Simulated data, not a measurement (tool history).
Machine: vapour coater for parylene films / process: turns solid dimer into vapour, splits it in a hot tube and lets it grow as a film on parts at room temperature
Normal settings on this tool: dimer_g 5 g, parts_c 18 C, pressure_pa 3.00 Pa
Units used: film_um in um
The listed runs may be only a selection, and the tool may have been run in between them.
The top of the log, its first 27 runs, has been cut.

| run | hour | dimer_g | parts_c | pressure_pa | hours of work since the trap's valve was overhauled | hours of work since the table's thermometer was calibrated | film_um |
|---|---|---|---|---|---|---|---|
| 28 | 388.3 | 7 | 18 | 2.55 | 54 | 615 | 6.34 |
| 29 | 399.1 | 7 | 18 | 2.55 | 64 | 625 | 6.33 |
| 30 | 415.7 | 3 | 16 | 2.55 | 78 | 639 | 2.84 |
| 31 | 433.1 | 5 | 23 | 5.00 | 93 | 654 | 3.81 |
| 32 | 442.2 | 5 | 24 | 2.83 | 101 | 662 | 4.01 |
| 33 | 460.3 | 5 | 13 | 7.48 | 116 | 677 | 4.31 |
| 34 | 469.2 | 5 | 12 | 4.95 | 124 | 685 | 4.59 |
| 35 | 481.3 | 7 | 18 | 10.92 | 134 | 695 | 5.31 |
| 36 | 498.6 | 7 | 18 | 5.39 | 149 | 710 | 5.79 |
| 37 | 507.6 | 7 | 18 | 5.39 | 157 | 718 | 5.75 |
| 38 | 520.0 | 5 | 26 | 11.68 | 168 | 728 | 3.26 |
| 39 | 529.7 | 4 | 18 | 9.41 | 176 | 737 | 3.04 |
| 40 | 541.5 | 8 | 13 | 3.16 | 186 | 747 | 7.66 |
| 41 | 559.9 | 8 | 13 | 3.16 | 202 | 763 | 7.67 |
| 42 | 578.8 | 3 | 13 | 3.16 | 218 | 779 | 2.86 |
| 43 | 596.3 | 3 | 26 | 7.62 | 233 | 794 | 2.05 |
| 44 | 615.3 | 5 | 18 | 3.00 | 249 | 810 | 4.47 |
| 45 | 634.7 | 5 | 18 | 3.00 | 266 | 827 | 4.38 |
| 46 | 642.9 | 5 | 14 | 2.36 | 273 | 834 | 4.88 |
| 47 | 657.4 | 5 | 14 | 2.36 | 286 | 846 | 4.85 |

Below are 4 alternative next runs, each starting from the tool's condition after run 47. Predict each:
| A | 670.2 | 7 | 18 | 3.00 | 297 | 857 | ? |
| B | 670.2 | 3 | 18 | 4.28 | 297 | 857 | ? |
| C | 670.2 | 5 | 14 | 2.29 | 297 | 857 | ? |
| D | 670.2 | 3 | 14 | 2.36 | 297 | 857 | ? |

| run | film_um |
|---|---|
| A | 6.15 |
| B | 2.54 |
| C | 4.91 |
| D | 2.93 |
With no hidden state in the tool, these same runs would have given:
| run | film_um |
|---|---|
| A | 6.18 |
| B | 2.56 |
| C | 4.93 |
| D | 2.94 |
